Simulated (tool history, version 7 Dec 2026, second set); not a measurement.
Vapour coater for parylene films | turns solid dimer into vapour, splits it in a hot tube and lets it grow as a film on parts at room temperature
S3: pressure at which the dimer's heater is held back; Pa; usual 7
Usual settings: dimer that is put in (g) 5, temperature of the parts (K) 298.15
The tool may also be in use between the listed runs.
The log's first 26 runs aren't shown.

{"hour": 1004.3, "done": "trap's valve overhauled"}
{"run": 27, "hour": 1004.6, "dimer that is put in (g)": 5, "temperature of the parts (K)": 297.15, "S3": 7, "thickness of the film (um)": 2.67}
{"run": 28, "hour": 1027.0, "dimer that is put in (g)": 3, "temperature of the parts (K)": 292.15, "S3": 7, "thickness of the film (um)": 1.68}
{"run": 29, "hour": 1058.5, "dimer that is put in (g)": 3, "temperature of the parts (K)": 304.15, "S3": 7, "thickness of the film (um)": 1.45}
{"run": 30, "hour": 1083.1, "dimer that is put in (g)": 5, "temperature of the parts (K)": 298.15, "S3": 8.51, "thickness of the film (um)": 2.48}
{"run": 31, "hour": 1129.3, "dimer that is put in (g)": 8, "temperature of the parts (K)": 298.15, "S3": 8.51, "thickness of the film (um)": 3.93}
{"run": 32, "hour": 1161.6, "dimer that is put in (g)": 2, "temperature of the parts (K)": 293.15, "S3": 5.36, "thickness of the film (um)": 1.25}
{"run": 33, "hour": 1205.0, "dimer that is put in (g)": 2, "temperature of the parts (K)": 308.15, "S3": 5.36, "thickness of the film (um)": 0.96}
{"run": 34, "hour": 1245.5, "dimer that is put in (g)": 3, "temperature of the parts (K)": 294.15, "S3": 10.75, "thickness of the film (um)": 1.48}
{"run": 35, "hour": 1292.1, "dimer that is put in (g)": 6, "temperature of the parts (K)": 305.15, "S3": 7.39, "thickness of the film (um)": 2.7}
{"run": 36, "hour": 1331.1, "dimer that is put in (g)": 3, "temperature of the parts (K)": 309.15, "S3": 6.03, "thickness of the film (um)": 1.36}
{"run": 37, "hour": 1361.8, "dimer that is put in (g)": 7, "temperature of the parts (K)": 301.15, "S3": 6.03, "thickness of the film (um)": 3.58}
{"run": 38, "hour": 1412.4, "dimer that is put in (g)": 7, "temperature of the parts (K)": 298.15, "S3": 2.47, "thickness of the film (um)": 4.68}
{"run": 39, "hour": 1463.4, "dimer that is put in (g)": 5, "temperature of the parts (K)": 298.15, "S3": 11.07, "thickness of the film (um)": 2.35}
{"hour": 1499.8, "done": "trap's valve overhauled"}
{"run": 40, "hour": 1500.0, "dimer that is put in (g)": 5, "temperature of the parts (K)": 294.15, "S3": 5.03, "thickness of the film (um)": 2.98}
{"run": 41, "hour": 1530.0, "dimer that is put in (g)": 6, "temperature of the parts (K)": 298.15, "S3": 5.05, "thickness of the film (um)": 3.33}
{"run": 42, "hour": 1559.3, "dimer that is put in (g)": 6, "temperature of the parts (K)": 298.15, "S3": 5.05, "thickness of the film (um)": 3.35}
{"run": 43, "hour": 1600.7, "dimer that is put in (g)": 6, "temperature of the parts (K)": 298.15, "S3": 7, "thickness of the film (um)": 3.12}
{"run": 44, "hour": 1639.0, "dimer that is put in (g)": 6, "temperature of the parts (K)": 298.15, "S3": 7, "thickness of the film (um)": 3.07}
{"run": 45, "hour": 1681.1, "dimer that is put in (g)": 6, "temperature of the parts (K)": 298.15, "S3": 7, "thickness of the film (um)": 3.1}
{"run": 46, "hour": 1703.0, "dimer that is put in (g)": 5, "temperature of the parts (K)": 294.15, "S3": 4.46, "thickness of the film (um)": 3.14}
{"run": 47, "hour": 1755.8, "dimer that is put in (g)": 5, "temperature of the parts (K)": 301.15, "S3": 4.46, "thickness of the film (um)": 2.76}

Forecast each of these 3 alternatives for the next run:
{"run": "A", "hour": 1781.7, "dimer that is put in (g)": 8, "temperature of the parts (K)": 294.15, "S3": 6.51, "thickness of the film (um)": "?"}
{"run": "B", "hour": 1781.7, "dimer that is put in (g)": 5, "temperature of the parts (K)": 300.15, "S3": 2.21, "thickness of the film (um)": "?"}
{"run": "C", "hour": 1781.7, "dimer that is put in (g)": 3, "temperature of the parts (K)": 301.15, "S3": 4.69, "thickness of the film (um)": "?"}

run=A thickness_of_the_film_(um)=4.45
run=B thickness_of_the_film_(um)=3.32
run=C thickness_of_the_film_(um)=1.62
Without the tool's hidden state the same runs would have given:
run=A thickness_of_the_film_(um)=4.46
run=B thickness_of_the_film_(um)=3.33
run=C thickness_of_the_film_(um)=1.63
